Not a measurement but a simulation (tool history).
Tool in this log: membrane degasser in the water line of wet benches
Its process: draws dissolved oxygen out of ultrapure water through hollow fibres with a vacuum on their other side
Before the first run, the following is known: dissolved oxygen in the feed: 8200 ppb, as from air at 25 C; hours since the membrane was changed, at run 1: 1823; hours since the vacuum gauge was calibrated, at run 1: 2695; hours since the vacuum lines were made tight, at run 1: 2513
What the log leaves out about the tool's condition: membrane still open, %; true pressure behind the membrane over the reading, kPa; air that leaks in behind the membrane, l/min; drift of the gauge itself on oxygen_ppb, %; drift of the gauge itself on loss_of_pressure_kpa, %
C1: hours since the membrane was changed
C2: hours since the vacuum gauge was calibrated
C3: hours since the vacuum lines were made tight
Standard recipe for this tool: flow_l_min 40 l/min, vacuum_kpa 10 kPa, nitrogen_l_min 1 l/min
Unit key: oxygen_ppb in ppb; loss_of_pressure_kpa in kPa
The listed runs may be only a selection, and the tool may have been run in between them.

Run 1, hour 0: usual settings; C1 1823; C2 2695; C3 2513. Result: oxygen_ppb 546 ppb, loss_of_pressure_kpa 66.07 kPa.
Run 2, hour 82: usual settings; C1 1905; C2 2777; C3 2595. Result: oxygen_ppb 549 ppb, loss_of_pressure_kpa 66.75 kPa.
Run 3, hour 142.7: usual settings but nitrogen_l_min 0.75 l/min; C1 1966; C2 2837; C3 2656. Result: oxygen_ppb 669.6 ppb, loss_of_pressure_kpa 66.53 kPa.
Run 4, hour 246.4: usual settings but vacuum_kpa 9.5 kPa; C1 2069; C2 2941; C3 2760. Result: oxygen_ppb 515.9 ppb, loss_of_pressure_kpa 66.62 kPa.
Run 5, hour 306.6: usual settings but vacuum_kpa 9.5 kPa; C1 2130; C2 3001; C3 2820. Result: oxygen_ppb 518.6 ppb, loss_of_pressure_kpa 66.06 kPa.
Run 6, hour 412.6: usual settings but vacuum_kpa 19 kPa; C1 2236; C2 3107; C3 2926. Result: oxygen_ppb 1173 ppb, loss_of_pressure_kpa 66.85 kPa.
Run 7, hour 516.4: usual settings but vacuum_kpa 19 kPa; C1 2339; C2 3211; C3 3030. Result: oxygen_ppb 1146 ppb, loss_of_pressure_kpa 66.96 kPa.
Run 8, hour 584: usual settings but flow_l_min 35 l/min, vacuum_kpa 19 kPa; C1 2407; C2 3279; C3 3097. Result: oxygen_ppb 1029.6 ppb, loss_of_pressure_kpa 58.43 kPa.
Run 9, hour 688.8: usual settings but flow_l_min 50 l/min, vacuum_kpa 19 kPa; C1 2512; C2 3383; C3 3202. Result: oxygen_ppb 1352.6 ppb, loss_of_pressure_kpa 83.52 kPa.
Run 10, hour 764.4: usual settings but flow_l_min 50 l/min, vacuum_kpa 19 kPa; C1 2587; C2 3459; C3 3278. Result: oxygen_ppb 1365.9 ppb, loss_of_pressure_kpa 83.26 kPa.
Run 11, hour 858.8: usual settings but flow_l_min 38 l/min; C1 2682; C2 3553; C3 3372. Result: oxygen_ppb 529.3 ppb, loss_of_pressure_kpa 63.51 kPa.
Run 12, hour 954.3: usual settings but flow_l_min 38 l/min; C1 2777; C2 3649; C3 3468. Result: oxygen_ppb 531 ppb, loss_of_pressure_kpa 63.42 kPa.
Run 13, hour 1056.1: usual settings; C1 2879; C2 3751; C3 3569. Result: oxygen_ppb 558.3 ppb, loss_of_pressure_kpa 66.53 kPa.
Run 14, hour 1180.2: usual settings but flow_l_min 64 l/min, vacuum_kpa 8.8 kPa, nitrogen_l_min 0.46 l/min; C1 3003; C2 3875; C3 3694. Result: oxygen_ppb 1094.4 ppb, loss_of_pressure_kpa 106.69 kPa.
Run 15, hour 1274.4: usual settings but flow_l_min 49 l/min, nitrogen_l_min 1.21 l/min; C1 3097; C2 3969; C3 3788. Result: oxygen_ppb 574.5 ppb, loss_of_pressure_kpa 81.73 kPa.
Run 16, hour 1336.3: usual settings but flow_l_min 49 l/min, nitrogen_l_min 1.21 l/min; C1 3159; C2 4031; C3 3850. Result: oxygen_ppb 574.5 ppb, loss_of_pressure_kpa 81.62 kPa.
Run 17, hour 1393.7: usual settings but flow_l_min 37 l/min, nitrogen_l_min 1.13 l/min; C1 3217; C2 4088; C3 3907. Result: oxygen_ppb 469.8 ppb, loss_of_pressure_kpa 61.9 kPa.
At hour 1436: vacuum gauge calibrated.
Run 18, hour 1489.6: usual settings but flow_l_min 35 l/min, vacuum_kpa 6.9 kPa, nitrogen_l_min 0.94 l/min; C1 3312; C2 54; C3 4002. Result: oxygen_ppb 292.5 ppb, loss_of_pressure_kpa 58.62 kPa.
Run 19, hour 1548.5: usual settings but flow_l_min 42 l/min, vacuum_kpa 8.4 kPa, nitrogen_l_min 1.53 l/min; C1 3371; C2 113; C3 4061. Result: oxygen_ppb 331.6 ppb, loss_of_pressure_kpa 70.59 kPa.
Run 20, hour 1652.1: usual settings but flow_l_min 42 l/min, vacuum_kpa 8.4 kPa, nitrogen_l_min 1.53 l/min; C1 3475; C2 216; C3 4165. Result: oxygen_ppb 331.7 ppb, loss_of_pressure_kpa 71.05 kPa.
Run 21, hour 1727.6: usual settings but flow_l_min 31 l/min, nitrogen_l_min 0.55 l/min; C1 3550; C2 292; C3 4240. Result: oxygen_ppb 683.2 ppb, loss_of_pressure_kpa 52.31 kPa.
Run 22, hour 1846.4: usual settings but flow_l_min 35 l/min, vacuum_kpa 6.7 kPa; C1 3669; C2 410; C3 4359. Result: oxygen_ppb 266.1 ppb, loss_of_pressure_kpa 59.1 kPa.
Run 23, hour 1918.6: usual settings but flow_l_min 43 l/min, vacuum_kpa 20.8 kPa, nitrogen_l_min 1.87 l/min; C1 3741; C2 483; C3 4432. Result: oxygen_ppb 847.9 ppb, loss_of_pressure_kpa 72.09 kPa.
Run 24, hour 2003: usual settings but flow_l_min 43 l/min, vacuum_kpa 14.1 kPa, nitrogen_l_min 1.55 l/min; C1 3825; C2 567; C3 4516. Result: oxygen_ppb 638.5 ppb, loss_of_pressure_kpa 72.07 kPa.
Run 25, hour 2127.3: usual settings but flow_l_min 43 l/min, vacuum_kpa 14.1 kPa, nitrogen_l_min 1.55 l/min; C1 3950; C2 691; C3 4640. Result: oxygen_ppb 650.4 ppb, loss_of_pressure_kpa 72.71 kPa.

Forecast each of these 5 alternatives for the next run:
Run A, hour 2226.2: usual settings but flow_l_min 36 l/min, vacuum_kpa 22.7 kPa, nitrogen_l_min 0.91 l/min; C1 4049; C2 790; C3 4739. Result: oxygen_ppb ?, loss_of_pressure_kpa ?.
Run B, hour 2226.2: usual settings but flow_l_min 37 l/min, vacuum_kpa 14.1 kPa, nitrogen_l_min 1.55 l/min; C1 4049; C2 790; C3 4739. Result: oxygen_ppb ?, loss_of_pressure_kpa ?.
Run C, hour 2226.2: usual settings but flow_l_min 28 l/min, vacuum_kpa 20.1 kPa, nitrogen_l_min 0.72 l/min; C1 4049; C2 790; C3 4739. Result: oxygen_ppb ?, loss_of_pressure_kpa ?.
Run D, hour 2226.2: usual settings but flow_l_min 54 l/min, vacuum_kpa 23.4 kPa; C1 4049; C2 790; C3 4739. Result: oxygen_ppb ?, loss_of_pressure_kpa ?.
Run E, hour 2226.2: usual settings but vacuum_kpa 7.9 kPa; C1 4049; C2 790; C3 4739. Result: oxygen_ppb ?, loss_of_pressure_kpa ?.

run  oxygen_ppb  loss_of_pressure_kpa
  A      1347.6                 60.63
  B       554.7                 62.15
  C      1187.3                 47.19
  D      1744.6                 90.91
  E       392.7                 67.56
Without the tool's hidden state the same runs would have given:
run  oxygen_ppb  loss_of_pressure_kpa
  A      1336.5                 59.41
  B       544.8                  60.9
  C      1176.5                 46.25
  D      1733.2                 89.08
  E       381.6                 66.21
